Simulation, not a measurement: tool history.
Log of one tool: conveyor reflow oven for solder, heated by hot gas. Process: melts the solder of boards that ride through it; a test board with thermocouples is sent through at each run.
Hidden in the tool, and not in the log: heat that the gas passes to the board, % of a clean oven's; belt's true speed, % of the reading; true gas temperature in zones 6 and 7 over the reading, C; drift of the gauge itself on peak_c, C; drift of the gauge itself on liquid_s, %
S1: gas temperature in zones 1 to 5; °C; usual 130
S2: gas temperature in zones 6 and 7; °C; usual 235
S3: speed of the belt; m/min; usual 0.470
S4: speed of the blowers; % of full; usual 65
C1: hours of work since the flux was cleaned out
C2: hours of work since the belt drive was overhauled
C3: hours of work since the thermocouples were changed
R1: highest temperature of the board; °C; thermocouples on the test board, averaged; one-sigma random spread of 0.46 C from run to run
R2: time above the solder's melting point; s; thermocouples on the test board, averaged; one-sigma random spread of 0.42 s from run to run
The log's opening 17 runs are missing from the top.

run   hour   S1   S2     S3  S4  C1   C2   C3     R1    R2
 18  174.7  129  238  0.470  65  15  103  416  221.6  68.7
     184.9  -- flux residue cleaned out of gas plates and filters, once more
 19  188.0  127  238  0.470  72   2  108  421  224.9  70.4
 20  195.7  127  238  0.470  72   6  112  425  224.4  69.9
 21  203.4  127  243  0.550  72  11  117  430  223.6  59.1
 22  212.4  140  243  0.550  72  16  122  435  225.4  63.7
 23  225.4  140  230  0.550  85  24  130  443  216.5  57.7
 24  233.5  125  233  0.499  85  29  135  448  221.1  62.9
 25  241.9  127  244  0.442  73  34  140  453  230.8  80.4
 26  252.5  127  244  0.442  73  40  146  459  231.2  79.6
 27  261.9  127  244  0.442  73  46  152  465  230.6  79.3
 28  274.9  127  244  0.442  73  54  159  472  231.5  79.0
 29  284.5  127  244  0.442  73  59  165  478  231.3  79.7
 30  292.3  127  244  0.442  73  64  170  483  230.7  78.9
 31  299.8  127  244  0.442  73  68  174  487  231.0  80.3

Predict each of these 4 candidate next runs independently; none follows another, all start after run 31:
  A  306.3  119  228  0.559  73  72  178  491   ?   ?
  B  306.3  130  235  0.381  65  72  178  491   ?   ?
  C  306.3  127  245  0.402  73  72  178  491   ?   ?
  D  306.3  127  244  0.530  73  72  178  491   ?   ?

run     R1    R2
  A  208.3  42.8
  B  225.3  90.9
  C  234.8  90.6
  D  225.1  62.3
Take away the tool's hidden state, keep each run's random variation, and the runs would have read:
run     R1    R2
  A  210.2  44.7
  B  227.0  92.2
  C  236.6  91.6
  D  226.9  63.5
